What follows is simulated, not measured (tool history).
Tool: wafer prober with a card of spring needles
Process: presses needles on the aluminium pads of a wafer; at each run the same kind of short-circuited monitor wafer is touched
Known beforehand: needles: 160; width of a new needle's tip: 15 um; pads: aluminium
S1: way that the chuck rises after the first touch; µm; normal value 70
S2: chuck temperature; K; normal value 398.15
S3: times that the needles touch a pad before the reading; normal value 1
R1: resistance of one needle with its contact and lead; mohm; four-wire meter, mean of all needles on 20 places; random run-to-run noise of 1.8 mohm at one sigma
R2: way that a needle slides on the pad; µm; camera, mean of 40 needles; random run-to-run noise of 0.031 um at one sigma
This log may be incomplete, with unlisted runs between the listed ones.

run	day	S1	S2	S3	R1	R2
1	0.000	70	398.15	1	181	15.32
# day 0.483: tips cleaned on abrasive film
# day 0.967: tips cleaned on abrasive film
# day 1.450: tips cleaned on abrasive film
# day 1.838: tips cleaned on abrasive film
# day 2.225: tips cleaned on abrasive film
2	2.283	70	398.15	1	189	15.19
# day 2.671: tips cleaned on abrasive film
# day 3.154: tips cleaned on abrasive film
# day 3.542: tips cleaned on abrasive film
# day 4.025: tips cleaned on abrasive film
# day 4.508: tips cleaned on abrasive film
3	4.825	70	398.15	3	191	15.12
# day 4.925: tips cleaned on abrasive film
# day 5.312: tips cleaned on abrasive film
# day 5.792: tips cleaned on abrasive film
# day 6.179: tips cleaned on abrasive film
# day 6.662: tips cleaned on abrasive film
# day 7.146: tips cleaned on abrasive film
4	7.283	70	398.15	3	188	14.99
# day 7.575: tips cleaned on abrasive film
# day 7.962: tips cleaned on abrasive film
# day 8.350: tips cleaned on abrasive film
# day 8.833: tips cleaned on abrasive film
5	9.133	70	398.15	3	189	14.98
# day 9.233: tips cleaned on abrasive film
# day 9.621: tips cleaned on abrasive film
# day 10.008: tips cleaned on abrasive film
# day 10.396: tips cleaned on abrasive film
# day 10.783: tips cleaned on abrasive film
6	11.112	70	398.15	1	209	14.88
# day 11.212: tips cleaned on abrasive film
# day 11.600: tips cleaned on abrasive film
# day 11.983: tips cleaned on abrasive film
# day 12.092: height of the first contact set anew
# day 12.383: tips cleaned on abrasive film
# day 12.867: tips cleaned on abrasive film
# day 13.254: tips cleaned on abrasive film
7	13.479	70	398.15	1	206	14.48
# day 13.675: tips cleaned on abrasive film
# day 14.158: tips cleaned on abrasive film
# day 14.642: tips cleaned on abrasive film
# day 15.125: tips cleaned on abrasive film
# day 15.608: tips cleaned on abrasive film
8	15.696	70	398.15	1	196	14.33
# day 15.804: height of the first contact set anew, once more
# day 16.096: tips cleaned on abrasive film
# day 16.483: tips cleaned on abrasive film
# day 16.871: tips cleaned on abrasive film
# day 17.354: tips cleaned on abrasive film
# day 17.742: tips cleaned on abrasive film
9	17.871	70	398.15	1	194	15.40
# day 18.162: tips cleaned on abrasive film
# day 18.550: tips cleaned on abrasive film
# day 19.033: tips cleaned on abrasive film
# day 19.517: tips cleaned on abrasive film
# day 19.904: tips cleaned on abrasive film
# day 20.383: tips cleaned on abrasive film
10	20.383	56	398.15	1	195	12.18
# day 20.867: tips cleaned on abrasive film
# day 21.254: tips cleaned on abrasive film
11	21.529	70	398.15	1	202	15.21
# day 21.725: tips cleaned on abrasive film
# day 22.112: tips cleaned on abrasive film
# day 22.596: tips cleaned on abrasive film
# day 23.050: tips cleaned on abrasive film
12	23.050	70	398.15	1	186	15.12
# day 23.533: tips cleaned on abrasive film
# day 23.921: tips cleaned on abrasive film
# day 24.404: tips cleaned on abrasive film
# day 24.888: tips cleaned on abrasive film
# day 25.275: tips cleaned on abrasive film
13	25.592	70	398.15	1	208	15.12
# day 25.692: tips cleaned on abrasive film
# day 26.175: tips cleaned on abrasive film
# day 26.658: tips cleaned on abrasive film
# day 27.142: tips cleaned on abrasive film
# day 27.625: tips cleaned on abrasive film
14	27.988	70	398.15	1	215	14.99
# day 28.088: tips cleaned on abrasive film
# day 28.475: tips cleaned on abrasive film
# day 28.958: tips cleaned on abrasive film
15	29.225	69	380.15	2	194	14.69
# day 29.421: tips cleaned on abrasive film
# day 29.808: tips cleaned on abrasive film
# day 30.292: tips cleaned on abrasive film
# day 30.679: tips cleaned on abrasive film
16	30.754	69	312.15	1	178	14.63
# day 31.142: tips cleaned on abrasive film
# day 31.529: tips cleaned on abrasive film
# day 31.917: tips cleaned on abrasive film
# day 32.400: tips cleaned on abrasive film
# day 32.412: height of the first contact set anew
17	32.425	88	303.15	1	164	19.41
# day 32.812: tips cleaned on abrasive film
# day 33.200: tips cleaned on abrasive film
# day 33.588: tips cleaned on abrasive film
18	33.962	88	303.15	1	184	19.33
# day 34.062: tips cleaned on abrasive film
# day 34.546: tips cleaned on abrasive film
# day 34.933: tips cleaned on abrasive film
# day 35.417: tips cleaned on abrasive film
# day 35.821: tips cleaned on abrasive film
19	35.821	86	346.15	2	174	18.86
# day 36.304: tips cleaned on abrasive film
# day 36.692: tips cleaned on abrasive film
# day 37.175: tips cleaned on abrasive film
# day 37.658: tips cleaned on abrasive film
20	37.846	70	317.15	1	191	15.25
# day 38.138: tips cleaned on abrasive film
# day 38.525: tips cleaned on abrasive film
# day 38.912: tips cleaned on abrasive film
21	39.154	79	390.15	2	194	17.21
# day 39.350: tips cleaned on abrasive film
# day 39.833: tips cleaned on abrasive film
# day 40.221: tips cleaned on abrasive film
# day 40.608: tips cleaned on abrasive film
22	40.804	67	355.15	2	192	14.46
# day 41.000: tips cleaned on abrasive film
# day 41.388: tips cleaned on abrasive film
# day 41.871: tips cleaned on abrasive film
# day 42.350: tips cleaned on abrasive film
# day 42.833: tips cleaned on abrasive film
23	42.988	50	338.15	3	195	10.63
# day 43.279: tips cleaned on abrasive film
# day 43.667: tips cleaned on abrasive film
# day 44.150: tips cleaned on abrasive film
24	44.208	79	398.15	3	185	16.99
# day 44.596: tips cleaned on abrasive film
# day 45.079: tips cleaned on abrasive film
# day 45.467: tips cleaned on abrasive film
# day 45.950: tips cleaned on abrasive film
# day 46.338: tips cleaned on abrasive film
25	46.429	75	398.15	1	194	16.06

Below are 3 alternative next runs, each starting from the tool's condition after run 25. Predict each:
# day 46.817: tips cleaned on abrasive film
# day 47.300: tips cleaned on abrasive film
# day 47.688: tips cleaned on abrasive film
# day 48.171: tips cleaned on abrasive film
A	48.271	84	300.15	2	?	?
# day 46.817: tips cleaned on abrasive film
# day 47.300: tips cleaned on abrasive film
# day 47.688: tips cleaned on abrasive film
# day 48.171: tips cleaned on abrasive film
B	48.271	73	393.15	1	?	?
# day 46.817: tips cleaned on abrasive film
# day 47.300: tips cleaned on abrasive film
# day 47.688: tips cleaned on abrasive film
# day 48.171: tips cleaned on abrasive film
C	48.271	52	359.15	1	?	?

run	R1	R2
A	170	17.93
B	199	15.50
C	213	10.88
Take away the tool's hidden state, keep each run's random variation, and the runs would have read:
run	R1	R2
A	160	18.50
B	182	16.07
C	181	11.45

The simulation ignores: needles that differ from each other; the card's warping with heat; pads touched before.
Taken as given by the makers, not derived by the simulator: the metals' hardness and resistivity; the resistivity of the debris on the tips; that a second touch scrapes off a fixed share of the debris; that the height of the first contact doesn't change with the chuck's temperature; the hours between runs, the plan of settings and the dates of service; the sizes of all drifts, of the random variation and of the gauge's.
